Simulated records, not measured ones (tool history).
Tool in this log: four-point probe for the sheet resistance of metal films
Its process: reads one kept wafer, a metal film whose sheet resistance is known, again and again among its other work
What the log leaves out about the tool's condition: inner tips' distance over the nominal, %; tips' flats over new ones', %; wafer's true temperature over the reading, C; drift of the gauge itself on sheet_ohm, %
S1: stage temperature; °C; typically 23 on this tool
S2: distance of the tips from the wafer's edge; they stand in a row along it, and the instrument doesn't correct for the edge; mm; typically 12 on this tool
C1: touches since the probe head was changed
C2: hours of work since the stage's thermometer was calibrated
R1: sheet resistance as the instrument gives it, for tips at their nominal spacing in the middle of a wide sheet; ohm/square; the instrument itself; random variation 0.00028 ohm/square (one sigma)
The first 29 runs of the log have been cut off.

run,day,S1,S2,C1,C2,R1
30,13.388,32,6,12679,40,1.38523
# day 13.646: stage's thermometer calibrated, once more
31,13.871,26,6,13018,3,1.390437
32,14.392,26,6,13403,10,1.390298
33,14.875,25,6,13760,16,1.391546
34,15.496,22,7,14219,25,1.391427
35,16.075,22,7,14645,32,1.391443
36,16.6,33,38,15034,39,1.379832
37,17.217,22,38,15490,48,1.387694
38,17.821,24,25,15936,56,1.386624
39,18.246,33,23,16251,61,1.380259
40,18.712,34,12,16594,68,1.379784
41,19.088,23,25,16871,73,1.386723
42,19.479,27,14,17159,78,1.384428
43,19.825,27,14,17415,82,1.384437
44,20.412,27,14,17849,90,1.38411
45,20.721,27,14,18078,94,1.384113

Predict each of these 3 candidate next runs independently; none follows another, all start after run 45:
A,21.175,25,14,18412,100,?
B,21.175,29,10,18412,100,?
C,21.175,23,12,18412,100,?

run,R1
A,1.385523
B,1.383764
C,1.387615
Take away the tool's hidden state, keep each run's random variation, and the runs would have read:
run,R1
A,1.401408
B,1.399628
C,1.403525

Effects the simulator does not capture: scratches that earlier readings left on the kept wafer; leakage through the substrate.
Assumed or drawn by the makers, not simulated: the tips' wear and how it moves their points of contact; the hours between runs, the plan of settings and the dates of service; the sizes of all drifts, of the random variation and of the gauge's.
